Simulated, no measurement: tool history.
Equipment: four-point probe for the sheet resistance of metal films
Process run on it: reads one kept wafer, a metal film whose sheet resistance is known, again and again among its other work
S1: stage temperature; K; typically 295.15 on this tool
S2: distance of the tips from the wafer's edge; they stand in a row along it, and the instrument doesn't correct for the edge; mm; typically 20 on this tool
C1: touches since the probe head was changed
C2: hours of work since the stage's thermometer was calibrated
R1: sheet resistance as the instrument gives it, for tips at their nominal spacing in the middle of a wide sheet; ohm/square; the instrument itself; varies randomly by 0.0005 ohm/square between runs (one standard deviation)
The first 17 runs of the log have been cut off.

| run | hour | S1 | S2 | C1 | C2 | R1 |
|---|---|---|---|---|---|---|
| 18 | 404.8 | 295.15 | 20 | 36257 | 253 | 2.535652 |
| 19 | 426.5 | 300.15 | 41 | 36752 | 269 | 2.516750 |
| 20 | 442.5 | 302.15 | 70 | 37117 | 280 | 2.510007 |
| 21 | 470.4 | 302.15 | 12 | 37756 | 300 | 2.518465 |
| 22 | 492.8 | 302.15 | 12 | 38266 | 316 | 2.518319 |
| 23 | 519.2 | 302.15 | 12 | 38871 | 335 | 2.519331 |
| 24 | 548.8 | 293.15 | 44 | 39548 | 356 | 2.539406 |
| 25 | 569.6 | 295.15 | 21 | 40022 | 371 | 2.535592 |
| 26 | 599.8 | 307.15 | 13 | 40711 | 392 | 2.502547 |
| 27 | 617.3 | 307.15 | 12 | 41112 | 405 | 2.503761 |

What will run 28 give?
| 28 | 630.5 | 307.15 | 12 | 41413 | 414 | ? |

R1: 2.504784 ohm/square
The same run, on a tool lacking any hidden state, would have yielded R1 2.487813 ohm/square.

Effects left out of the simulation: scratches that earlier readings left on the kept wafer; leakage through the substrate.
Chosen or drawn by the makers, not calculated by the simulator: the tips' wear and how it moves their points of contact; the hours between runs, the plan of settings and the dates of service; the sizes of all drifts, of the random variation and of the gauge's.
